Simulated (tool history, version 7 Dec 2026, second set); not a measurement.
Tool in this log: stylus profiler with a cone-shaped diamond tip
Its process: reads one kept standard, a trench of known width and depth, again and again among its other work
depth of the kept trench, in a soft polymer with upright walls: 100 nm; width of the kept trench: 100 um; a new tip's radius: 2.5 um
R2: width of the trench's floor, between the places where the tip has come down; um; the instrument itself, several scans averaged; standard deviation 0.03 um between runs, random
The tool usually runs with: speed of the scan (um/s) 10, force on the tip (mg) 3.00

{"run": 1, "hour": 0.0, "speed of the scan (um/s)": 10, "force on the tip (mg)": 3.0, "depth of the trench (nm)": 101.26, "R2": 98.53}
{"run": 2, "hour": 16.7, "speed of the scan (um/s)": 10, "force on the tip (mg)": 3.0, "depth of the trench (nm)": 101.25, "R2": 98.57}
{"run": 3, "hour": 45.4, "speed of the scan (um/s)": 10, "force on the tip (mg)": 2.93, "depth of the trench (nm)": 101.25, "R2": 98.58}
{"run": 4, "hour": 72.7, "speed of the scan (um/s)": 10, "force on the tip (mg)": 3.0, "depth of the trench (nm)": 101.31, "R2": 98.51}
{"run": 5, "hour": 94.9, "speed of the scan (um/s)": 10, "force on the tip (mg)": 3.0, "depth of the trench (nm)": 101.24, "R2": 98.54}
{"run": 6, "hour": 124.3, "speed of the scan (um/s)": 10, "force on the tip (mg)": 3.0, "depth of the trench (nm)": 101.27, "R2": 98.52}
{"run": 7, "hour": 158.7, "speed of the scan (um/s)": 10, "force on the tip (mg)": 3.0, "depth of the trench (nm)": 101.27, "R2": 98.56}
{"run": 8, "hour": 181.4, "speed of the scan (um/s)": 10, "force on the tip (mg)": 3.0, "depth of the trench (nm)": 101.26, "R2": 98.49}
{"run": 9, "hour": 200.0, "speed of the scan (um/s)": 10, "force on the tip (mg)": 3.0, "depth of the trench (nm)": 101.26, "R2": 98.53}
{"run": 10, "hour": 238.1, "speed of the scan (um/s)": 10, "force on the tip (mg)": 3.0, "depth of the trench (nm)": 101.26, "R2": 98.57}
{"run": 11, "hour": 265.1, "speed of the scan (um/s)": 10, "force on the tip (mg)": 3.0, "depth of the trench (nm)": 101.24, "R2": 98.54}
{"run": 12, "hour": 300.9, "speed of the scan (um/s)": 10, "force on the tip (mg)": 3.0, "depth of the trench (nm)": 101.28, "R2": 98.58}
{"run": 13, "hour": 320.5, "speed of the scan (um/s)": 10, "force on the tip (mg)": 3.0, "depth of the trench (nm)": 101.24, "R2": 98.53}
{"run": 14, "hour": 348.4, "speed of the scan (um/s)": 24, "force on the tip (mg)": 3.0, "depth of the trench (nm)": 101.28, "R2": 98.49}
{"run": 15, "hour": 377.3, "speed of the scan (um/s)": 24, "force on the tip (mg)": 1.43, "depth of the trench (nm)": 100.79, "R2": 98.39}
{"run": 16, "hour": 400.7, "speed of the scan (um/s)": 13, "force on the tip (mg)": 3.0, "depth of the trench (nm)": 101.26, "R2": 98.6}
{"run": 17, "hour": 436.7, "speed of the scan (um/s)": 33, "force on the tip (mg)": 3.0, "depth of the trench (nm)": 101.26, "R2": 98.45}
{"run": 18, "hour": 455.5, "speed of the scan (um/s)": 10, "force on the tip (mg)": 3.0, "depth of the trench (nm)": 101.26, "R2": 98.53}
{"run": 19, "hour": 493.1, "speed of the scan (um/s)": 10, "force on the tip (mg)": 3.0, "depth of the trench (nm)": 101.26, "R2": 98.52}
{"run": 20, "hour": 529.5, "speed of the scan (um/s)": 10, "force on the tip (mg)": 3.0, "depth of the trench (nm)": 101.3, "R2": 98.56}
{"run": 21, "hour": 566.2, "speed of the scan (um/s)": 10, "force on the tip (mg)": 3.0, "depth of the trench (nm)": 101.27, "R2": 98.51}
{"run": 22, "hour": 587.3, "speed of the scan (um/s)": 10, "force on the tip (mg)": 3.0, "depth of the trench (nm)": 101.24, "R2": 98.53}
{"run": 23, "hour": 603.1, "speed of the scan (um/s)": 10, "force on the tip (mg)": 2.16, "depth of the trench (nm)": 100.96, "R2": 98.61}
{"run": 24, "hour": 634.2, "speed of the scan (um/s)": 15, "force on the tip (mg)": 2.87, "depth of the trench (nm)": 101.2, "R2": 98.51}
{"run": 25, "hour": 666.1, "speed of the scan (um/s)": 3, "force on the tip (mg)": 6.25, "depth of the trench (nm)": 102.02, "R2": 98.59}
{"run": 26, "hour": 703.6, "speed of the scan (um/s)": 10, "force on the tip (mg)": 4.19, "depth of the trench (nm)": 101.61, "R2": 98.54}
{"run": 27, "hour": 722.0, "speed of the scan (um/s)": 10, "force on the tip (mg)": 4.19, "depth of the trench (nm)": 101.52, "R2": 98.58}
{"run": 28, "hour": 760.4, "speed of the scan (um/s)": 10, "force on the tip (mg)": 4.19, "depth of the trench (nm)": 101.57, "R2": 98.55}
{"run": 29, "hour": 779.4, "speed of the scan (um/s)": 20, "force on the tip (mg)": 8.86, "depth of the trench (nm)": 102.6, "R2": 98.5}
{"run": 30, "hour": 816.7, "speed of the scan (um/s)": 20, "force on the tip (mg)": 8.86, "depth of the trench (nm)": 102.55, "R2": 98.51}
{"run": 31, "hour": 845.7, "speed of the scan (um/s)": 20, "force on the tip (mg)": 8.86, "depth of the trench (nm)": 102.62, "R2": 98.54}
{"run": 32, "hour": 882.7, "speed of the scan (um/s)": 17, "force on the tip (mg)": 3.06, "depth of the trench (nm)": 101.28, "R2": 98.49}
{"run": 33, "hour": 920.4, "speed of the scan (um/s)": 12, "force on the tip (mg)": 1.33, "depth of the trench (nm)": 100.71, "R2": 98.45}
{"run": 34, "hour": 951.8, "speed of the scan (um/s)": 29, "force on the tip (mg)": 1.78, "depth of the trench (nm)": 100.84, "R2": 98.4}
{"run": 35, "hour": 967.4, "speed of the scan (um/s)": 29, "force on the tip (mg)": 1.78, "depth of the trench (nm)": 100.87, "R2": 98.46}
{"run": 36, "hour": 994.1, "speed of the scan (um/s)": 3, "force on the tip (mg)": 2.77, "depth of the trench (nm)": 101.16, "R2": 98.55}
{"run": 37, "hour": 1028.3, "speed of the scan (um/s)": 3, "force on the tip (mg)": 2.77, "depth of the trench (nm)": 101.23, "R2": 98.62}
{"run": 38, "hour": 1055.6, "speed of the scan (um/s)": 15, "force on the tip (mg)": 8.23, "depth of the trench (nm)": 102.44, "R2": 98.55}
{"run": 39, "hour": 1090.5, "speed of the scan (um/s)": 22, "force on the tip (mg)": 1.01, "depth of the trench (nm)": 100.59, "R2": 98.35}
{"run": 40, "hour": 1114.2, "speed of the scan (um/s)": 8, "force on the tip (mg)": 1.54, "depth of the trench (nm)": 100.83, "R2": 98.52}
{"run": 41, "hour": 1136.5, "speed of the scan (um/s)": 16, "force on the tip (mg)": 7.05, "depth of the trench (nm)": 102.24, "R2": 98.55}
{"run": 42, "hour": 1154.4, "speed of the scan (um/s)": 16, "force on the tip (mg)": 7.05, "depth of the trench (nm)": 102.25, "R2": 98.53}
{"run": 43, "hour": 1172.5, "speed of the scan (um/s)": 16, "force on the tip (mg)": 7.05, "depth of the trench (nm)": 102.24, "R2": 98.51}
{"run": 44, "hour": 1188.8, "speed of the scan (um/s)": 16, "force on the tip (mg)": 7.05, "depth of the trench (nm)": 102.19, "R2": 98.52}
{"run": 45, "hour": 1209.2, "speed of the scan (um/s)": 16, "force on the tip (mg)": 7.05, "depth of the trench (nm)": 102.2, "R2": 98.5}
{"run": 46, "hour": 1232.7, "speed of the scan (um/s)": 26, "force on the tip (mg)": 2.66, "depth of the trench (nm)": 101.18, "R2": 98.43}

What if the next run were any one of these 3? Each begins from the tool's condition after run 46:
{"run": "A", "hour": 1254.3, "speed of the scan (um/s)": 10, "force on the tip (mg)": 1.3, "depth of the trench (nm)": "?", "R2": "?"}
{"run": "B", "hour": 1254.3, "speed of the scan (um/s)": 18, "force on the tip (mg)": 1.12, "depth of the trench (nm)": "?", "R2": "?"}
{"run": "C", "hour": 1254.3, "speed of the scan (um/s)": 22, "force on the tip (mg)": 3.45, "depth of the trench (nm)": "?", "R2": "?"}

run=A depth_of_the_trench_(nm)=100.73 R2=98.44
run=B depth_of_the_trench_(nm)=100.68 R2=98.46
run=C depth_of_the_trench_(nm)=101.41 R2=98.46
Take away the tool's hidden state, keep each run's random variation, and the runs would have read:
run=A depth_of_the_trench_(nm)=100.73 R2=98.44
run=B depth_of_the_trench_(nm)=100.68 R2=98.47
run=C depth_of_the_trench_(nm)=101.41 R2=98.46
